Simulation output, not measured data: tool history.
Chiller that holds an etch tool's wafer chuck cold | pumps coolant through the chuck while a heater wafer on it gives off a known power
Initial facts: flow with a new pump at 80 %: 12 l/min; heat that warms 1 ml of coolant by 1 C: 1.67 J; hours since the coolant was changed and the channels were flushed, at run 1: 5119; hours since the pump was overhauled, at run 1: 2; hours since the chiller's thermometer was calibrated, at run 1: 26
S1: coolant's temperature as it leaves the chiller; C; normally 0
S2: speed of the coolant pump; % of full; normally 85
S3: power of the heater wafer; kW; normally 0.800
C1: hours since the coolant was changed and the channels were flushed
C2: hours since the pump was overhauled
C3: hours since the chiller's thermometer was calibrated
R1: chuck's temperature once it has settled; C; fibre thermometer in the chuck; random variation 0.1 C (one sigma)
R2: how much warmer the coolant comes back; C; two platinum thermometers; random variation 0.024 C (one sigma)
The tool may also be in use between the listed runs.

run	day	S1	S2	S3	C1	C2	C3	R1	R2
1	0.000	0	85	0.800	5119	2	26	6.8	2.29
2	2.375	0	85	0.800	5176	59	83	7.1	2.26
3	5.288	-4	85	0.800	5246	129	153	3.0	2.24
4	8.146	-3	85	0.800	5315	198	222	3.9	2.26
5	10.338	-3	85	0.800	5367	250	274	4.1	2.22
6	12.042	-3	85	0.800	5408	291	315	4.0	2.26
7	14.212	8	64	0.800	5460	343	367	16.5	2.96
8	15.450	8	64	0.800	5490	373	397	16.3	2.91
9	16.688	-3	87	1.177	5520	403	427	7.2	3.26
10	18.967	1	87	1.177	5574	457	482	11.3	3.20

Run 11 comes next. What will it give?
11	21.371	1	62	0.626	5632	515	539	?	?

Logged for run 11: R1 7.8 C, R2 2.36 C.
Take away the tool's hidden state, keep the run-to-run variation as it was, and the same run would have given R1 7.3 C, R2 2.37 C.

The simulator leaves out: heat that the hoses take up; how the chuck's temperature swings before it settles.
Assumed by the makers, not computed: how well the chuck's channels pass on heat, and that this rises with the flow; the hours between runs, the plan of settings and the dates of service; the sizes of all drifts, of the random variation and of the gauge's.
